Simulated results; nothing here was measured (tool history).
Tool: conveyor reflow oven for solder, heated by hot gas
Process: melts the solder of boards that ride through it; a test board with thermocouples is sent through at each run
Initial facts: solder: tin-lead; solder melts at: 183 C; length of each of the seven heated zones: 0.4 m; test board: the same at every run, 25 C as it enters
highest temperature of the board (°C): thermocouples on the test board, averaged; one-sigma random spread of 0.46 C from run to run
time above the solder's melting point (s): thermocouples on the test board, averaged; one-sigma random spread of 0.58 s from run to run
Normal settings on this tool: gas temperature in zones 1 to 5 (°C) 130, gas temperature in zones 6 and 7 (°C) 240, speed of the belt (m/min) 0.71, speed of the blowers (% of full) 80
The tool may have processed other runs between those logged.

run,day,gas temperature in zones 1 to 5 (°C),gas temperature in zones 6 and 7 (°C),speed of the belt (m/min),speed of the blowers (% of full),highest temperature of the board (°C),time above the solder's melting point (s)
1,0,130,240,0.71,80,217.1,48.1
2,0.362,124,240,0.71,80,216.4,45.3
3,0.633,124,240,0.71,80,216.3,44.9
4,0.912,124,240,0.71,80,216.2,44.3
5,1.212,124,240,0.71,80,216,45.6
6,1.429,124,240,0.71,80,216.2,45.1
7,1.704,124,240,0.71,80,215.8,45.7
8,2.138,124,240,0.71,80,216,45.7
9,2.392,130,240,0.71,67,214.9,44.4
10,2.775,130,240,0.71,80,216.9,47.6
11,3.162,130,240,0.71,54,209.1,39
12,3.412,130,240,0.71,67,213.1,44.7
13,3.617,130,250,0.71,80,225.5,53.9
14,3.946,115,240,0.71,80,213.8,41.9
15,4.346,130,240,0.71,75,215.7,46
16,4.521,139,249,0.64,90,232.4,66.6

Run 17 has not been measured yet. What should we expect?
17,4.75,130,229,0.688,80,?,?

highest temperature of the board (°C): 209.5
time above the solder's melting point (s): 43.7
Had the tool carried no hidden state, the very same run would have given highest temperature of the board (°C) 210.7, time above the solder's melting point (s) 45.

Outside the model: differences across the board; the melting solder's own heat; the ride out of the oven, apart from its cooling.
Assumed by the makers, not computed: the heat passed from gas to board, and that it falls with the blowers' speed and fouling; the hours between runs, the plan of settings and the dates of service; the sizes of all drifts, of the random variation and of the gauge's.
